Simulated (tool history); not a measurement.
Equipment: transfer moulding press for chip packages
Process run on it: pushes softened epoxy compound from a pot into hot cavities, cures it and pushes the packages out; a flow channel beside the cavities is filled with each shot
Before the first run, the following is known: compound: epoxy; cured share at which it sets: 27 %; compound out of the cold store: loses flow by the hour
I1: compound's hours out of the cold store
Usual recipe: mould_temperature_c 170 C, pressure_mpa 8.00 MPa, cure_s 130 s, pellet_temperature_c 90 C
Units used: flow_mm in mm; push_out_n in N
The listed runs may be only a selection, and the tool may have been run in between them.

{"run": 1, "hour": 0.0, "mould_temperature_c": 170, "pressure_mpa": 8.0, "cure_s": 130, "pellet_temperature_c": 90, "I1": 41.7, "flow_mm": 557, "push_out_n": 387}
{"run": 2, "hour": 11.0, "mould_temperature_c": 170, "pressure_mpa": 8.71, "cure_s": 130, "pellet_temperature_c": 90, "I1": 34.7, "flow_mm": 605, "push_out_n": 391}
{"hour": 17.2, "done": "cavities cleaned with cleaning compound and waxed"}
{"run": 3, "hour": 23.2, "mould_temperature_c": 170, "pressure_mpa": 8.0, "cure_s": 130, "pellet_temperature_c": 90, "I1": 31.4, "flow_mm": 591, "push_out_n": 380}
{"run": 4, "hour": 33.7, "mould_temperature_c": 170, "pressure_mpa": 8.0, "cure_s": 130, "pellet_temperature_c": 90, "I1": 18.4, "flow_mm": 638, "push_out_n": 417}
{"run": 5, "hour": 40.2, "mould_temperature_c": 173, "pressure_mpa": 8.0, "cure_s": 130, "pellet_temperature_c": 90, "I1": 39.3, "flow_mm": 558, "push_out_n": 361}
{"run": 6, "hour": 47.5, "mould_temperature_c": 164, "pressure_mpa": 8.0, "cure_s": 130, "pellet_temperature_c": 90, "I1": 35.1, "flow_mm": 593, "push_out_n": 610}
{"run": 7, "hour": 56.7, "mould_temperature_c": 164, "pressure_mpa": 8.0, "cure_s": 130, "pellet_temperature_c": 81, "I1": 27.8, "flow_mm": 621, "push_out_n": 632}
{"run": 8, "hour": 66.9, "mould_temperature_c": 164, "pressure_mpa": 8.0, "cure_s": 130, "pellet_temperature_c": 83, "I1": 13.2, "flow_mm": 678, "push_out_n": 675}
{"run": 9, "hour": 78.9, "mould_temperature_c": 164, "pressure_mpa": 8.0, "cure_s": 130, "pellet_temperature_c": 83, "I1": 35.7, "flow_mm": 593, "push_out_n": 588}
{"run": 10, "hour": 86.3, "mould_temperature_c": 164, "pressure_mpa": 6.83, "cure_s": 130, "pellet_temperature_c": 83, "I1": 21.1, "flow_mm": 595, "push_out_n": 651}
{"run": 11, "hour": 92.1, "mould_temperature_c": 170, "pressure_mpa": 8.0, "cure_s": 130, "pellet_temperature_c": 86, "I1": 43.2, "flow_mm": 552, "push_out_n": 387}
{"run": 12, "hour": 98.5, "mould_temperature_c": 170, "pressure_mpa": 8.0, "cure_s": 130, "pellet_temperature_c": 86, "I1": 40.9, "flow_mm": 559, "push_out_n": 394}
{"run": 13, "hour": 109.4, "mould_temperature_c": 170, "pressure_mpa": 8.0, "cure_s": 130, "pellet_temperature_c": 86, "I1": 25.5, "flow_mm": 613, "push_out_n": 415}
{"run": 14, "hour": 115.8, "mould_temperature_c": 171, "pressure_mpa": 8.0, "cure_s": 130, "pellet_temperature_c": 96, "I1": 26.3, "flow_mm": 606, "push_out_n": 378}
{"run": 15, "hour": 124.6, "mould_temperature_c": 171, "pressure_mpa": 8.0, "cure_s": 130, "pellet_temperature_c": 87, "I1": 30.8, "flow_mm": 590, "push_out_n": 388}
{"run": 16, "hour": 131.5, "mould_temperature_c": 163, "pressure_mpa": 9.29, "cure_s": 147, "pellet_temperature_c": 100, "I1": 10.6, "flow_mm": 744, "push_out_n": 564}
{"run": 17, "hour": 140.1, "mould_temperature_c": 170, "pressure_mpa": 8.0, "cure_s": 152, "pellet_temperature_c": 90, "I1": 32.8, "flow_mm": 588, "push_out_n": 334}
{"run": 18, "hour": 149.3, "mould_temperature_c": 163, "pressure_mpa": 8.0, "cure_s": 165, "pellet_temperature_c": 88, "I1": 9.8, "flow_mm": 694, "push_out_n": 458}
{"run": 19, "hour": 160.1, "mould_temperature_c": 164, "pressure_mpa": 8.44, "cure_s": 130, "pellet_temperature_c": 100, "I1": 46.7, "flow_mm": 569, "push_out_n": 581}
{"hour": 169.9, "done": "cavities cleaned with cleaning compound and waxed"}
{"run": 20, "hour": 170.3, "mould_temperature_c": 168, "pressure_mpa": 6.06, "cure_s": 130, "pellet_temperature_c": 100, "I1": 30.9, "flow_mm": 518, "push_out_n": 430}
{"run": 21, "hour": 180.1, "mould_temperature_c": 169, "pressure_mpa": 8.0, "cure_s": 130, "pellet_temperature_c": 95, "I1": 29.4, "flow_mm": 602, "push_out_n": 416}
{"run": 22, "hour": 190.8, "mould_temperature_c": 169, "pressure_mpa": 8.19, "cure_s": 123, "pellet_temperature_c": 92, "I1": 30.7, "flow_mm": 602, "push_out_n": 473}
{"run": 23, "hour": 200.9, "mould_temperature_c": 167, "pressure_mpa": 8.0, "cure_s": 130, "pellet_temperature_c": 90, "I1": 22.0, "flow_mm": 633, "push_out_n": 478}

5 options for the next run, each taken on its own from the tool as it stands now. Forecast them:
{"run": "A", "hour": 210.1, "mould_temperature_c": 167, "pressure_mpa": 9.87, "cure_s": 156, "pellet_temperature_c": 91, "I1": 30.6, "flow_mm": "?", "push_out_n": "?"}
{"run": "B", "hour": 210.1, "mould_temperature_c": 176, "pressure_mpa": 8.0, "cure_s": 130, "pellet_temperature_c": 81, "I1": 41.0, "flow_mm": "?", "push_out_n": "?"}
{"run": "C", "hour": 210.1, "mould_temperature_c": 162, "pressure_mpa": 8.0, "cure_s": 130, "pellet_temperature_c": 90, "I1": 46.1, "flow_mm": "?", "push_out_n": "?"}
{"run": "D", "hour": 210.1, "mould_temperature_c": 169, "pressure_mpa": 8.0, "cure_s": 128, "pellet_temperature_c": 93, "I1": 30.2, "flow_mm": "?", "push_out_n": "?"}
{"run": "E", "hour": 210.1, "mould_temperature_c": 166, "pressure_mpa": 8.0, "cure_s": 159, "pellet_temperature_c": 90, "I1": 19.1, "flow_mm": "?", "push_out_n": "?"}

run=A flow_mm=668 push_out_n=371
run=B flow_mm=547 push_out_n=330
run=C flow_mm=562 push_out_n=667
run=D flow_mm=597 push_out_n=442
run=E flow_mm=647 push_out_n=392
Stripped of hidden state, with their random variation kept, the same runs would have yielded:
run=A flow_mm=668 push_out_n=368
run=B flow_mm=547 push_out_n=328
run=C flow_mm=562 push_out_n=663
run=D flow_mm=597 push_out_n=438
run=E flow_mm=647 push_out_n=390
